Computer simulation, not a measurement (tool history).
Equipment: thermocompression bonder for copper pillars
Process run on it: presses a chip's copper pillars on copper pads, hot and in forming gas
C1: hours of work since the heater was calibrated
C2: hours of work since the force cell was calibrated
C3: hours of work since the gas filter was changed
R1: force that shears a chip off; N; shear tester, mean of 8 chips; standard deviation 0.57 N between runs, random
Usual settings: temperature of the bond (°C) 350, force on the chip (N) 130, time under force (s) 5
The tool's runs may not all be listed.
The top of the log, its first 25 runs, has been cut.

run 26 hour=211.8 | temperature_of_the_bond_(°C)=329 force_on_the_chip_(N)=94 time_under_force_(s)=5 | C1=504 C2=304 C3=141 | R1=25.9
run 27 hour=220.9 | temperature_of_the_bond_(°C)=341 force_on_the_chip_(N)=118 time_under_force_(s)=5 | C1=508 C2=308 C3=146 | R1=33.7
run 28 hour=230.5 | temperature_of_the_bond_(°C)=332 force_on_the_chip_(N)=130 time_under_force_(s)=13 | C1=513 C2=313 C3=151 | R1=46.3
run 29 hour=241.3 | temperature_of_the_bond_(°C)=332 force_on_the_chip_(N)=81 time_under_force_(s)=13 | C1=518 C2=318 C3=156 | R1=34.5
run 30 hour=249.5 | temperature_of_the_bond_(°C)=329 force_on_the_chip_(N)=110 time_under_force_(s)=13 | C1=522 C2=322 C3=160 | R1=41
run 31 hour=256.4 | temperature_of_the_bond_(°C)=350 force_on_the_chip_(N)=183 time_under_force_(s)=3 | C1=525 C2=325 C3=163 | R1=38.5
run 32 hour=267.7 | temperature_of_the_bond_(°C)=350 force_on_the_chip_(N)=146 time_under_force_(s)=9 | C1=531 C2=331 C3=169 | R1=49.5
run 33 hour=272.8 | temperature_of_the_bond_(°C)=350 force_on_the_chip_(N)=146 time_under_force_(s)=9 | C1=533 C2=333 C3=171 | R1=48.8
run 34 hour=284.1 | temperature_of_the_bond_(°C)=350 force_on_the_chip_(N)=176 time_under_force_(s)=4 | C1=539 C2=339 C3=177 | R1=41.3
run 35 hour=293 | temperature_of_the_bond_(°C)=350 force_on_the_chip_(N)=176 time_under_force_(s)=4 | C1=543 C2=343 C3=181 | R1=41.5
run 36 hour=304.1 | temperature_of_the_bond_(°C)=359 force_on_the_chip_(N)=176 time_under_force_(s)=5 | C1=548 C2=348 C3=186 | R1=48.3
run 37 hour=311.8 | temperature_of_the_bond_(°C)=359 force_on_the_chip_(N)=176 time_under_force_(s)=5 | C1=552 C2=352 C3=190 | R1=48.6

Predict each of these 4 candidate next runs independently; none follows another, all start after run 37:
run A hour=322.9 | temperature_of_the_bond_(°C)=331 force_on_the_chip_(N)=142 time_under_force_(s)=11 | C1=558 C2=358 C3=195 | R1=?
run B hour=322.9 | temperature_of_the_bond_(°C)=370 force_on_the_chip_(N)=79 time_under_force_(s)=13 | C1=558 C2=358 C3=195 | R1=?
run C hour=322.9 | temperature_of_the_bond_(°C)=359 force_on_the_chip_(N)=84 time_under_force_(s)=3 | C1=558 C2=358 C3=195 | R1=?
run D hour=322.9 | temperature_of_the_bond_(°C)=375 force_on_the_chip_(N)=176 time_under_force_(s)=3 | C1=558 C2=358 C3=195 | R1=?

run=A R1=45.5
run=B R1=45
run=C R1=23
run=D R1=44.6
With no hidden state in the tool, these same runs would have given:
run=A R1=49.9
run=B R1=49.4
run=C R1=25.3
run=D R1=48.9
